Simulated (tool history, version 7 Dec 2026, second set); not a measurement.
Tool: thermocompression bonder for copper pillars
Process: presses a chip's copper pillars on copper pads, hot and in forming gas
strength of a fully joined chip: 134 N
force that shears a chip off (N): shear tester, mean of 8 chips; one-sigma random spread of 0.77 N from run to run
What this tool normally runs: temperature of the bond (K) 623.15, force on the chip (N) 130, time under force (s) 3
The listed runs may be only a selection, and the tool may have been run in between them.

run     day  temperature of the bond (K)  force on the chip (N)  time under force (s)  force that shears a chip off (N)
  1   0.000                       623.15                    130                     3                              46.9
  2   1.888                       623.15                    130                     3                              45.5
  3   2.962                       623.15                    130                     3                              44.5
      3.921  -- forming gas filter changed
  4   4.333                       623.15                    130                     3                              48.7
  5   5.742                       623.15                    130                     3                              48.5
  6   7.333                       636.15                    130                     3                              52.9
  7   9.271                       636.15                    130                     3                              52.5
  8  10.133                       647.15                    130                     3                              55.0
  9  11.488                       623.15                    130                     3                              44.5
     11.988  -- forming gas filter changed
 10  13.417                       623.15                    130                     3                              47.6
 11  14.758                       623.15                    130                     3                              46.9
     15.504  -- force cell calibrated
 12  16.267                       623.15                    130                     3                              51.4
 13  17.483                       623.15                    130                     3                              49.5
 14  19.271                       623.15                    186                     3                              66.1
     20.104  -- forming gas filter changed
 15  20.258                       623.15                    186                     3                              73.2
 16  21.450                       623.15                     89                     3                              36.2
 17  22.554                       621.15                     95                     3                              37.1
 18  24.496                       608.15                     92                     4                              35.3
 19  26.071                       623.15                    130                     8                              69.0
 20  27.929                       614.15                    106                     3                              36.3
     28.075  -- forming gas filter changed
 21  29.267                       614.15                    106                     3                              38.8
     30.183  -- heater calibrated with a thermocouple chip
 22  30.746                       614.15                    106                     3                              42.7
 23  32.400                       619.15                     93                     3                              37.5
 24  33.667                       619.15                     93                     3                              38.1
 25  34.625                       600.15                    185                     6                              74.9
 26  35.879                       637.15                    156                     3                              68.3
     36.200  -- forming gas filter changed
 27  37.846                       645.15                    112                     2                              49.5

A few steps of force that shears a chip off (N) between consecutive runs. Split each: what settings, incoming material and random variation would produce without the hidden state, and what is left over for the hidden state, along with gauge scatter present in only one of the two compared results (measured, and without hidden state):
Hidden conditions of the tool in this case: true temperature of the bond over the reading, C; force that reaches the chip, % of what is set; oxide that the forming gas leaves, % of the face; drift of the gauge itself on shear_n, %.
Run 14 -> 15: forming gas filter changed. force that shears a chip off (N) +7.1: hidden state +5.9, all else +1.2.
Run 15 -> 16: force on the chip (N) 186 -> 89. force that shears a chip off (N) -37.0: hidden state +1.7, all else -38.7.
Run 24 -> 25: temperature of the bond (K) 619.15 -> 600.15, force on the chip (N) 93 -> 185, time under force (s) 3 -> 6. force that shears a chip off (N) +36.8: hidden state -4.0, all else +40.8.
Run 26 -> 27: temperature of the bond (K) 637.15 -> 645.15, force on the chip (N) 156 -> 112, time under force (s) 3 -> 2, forming gas filter changed. force that shears a chip off (N) -18.8: hidden state +6.0, all else -24.8.
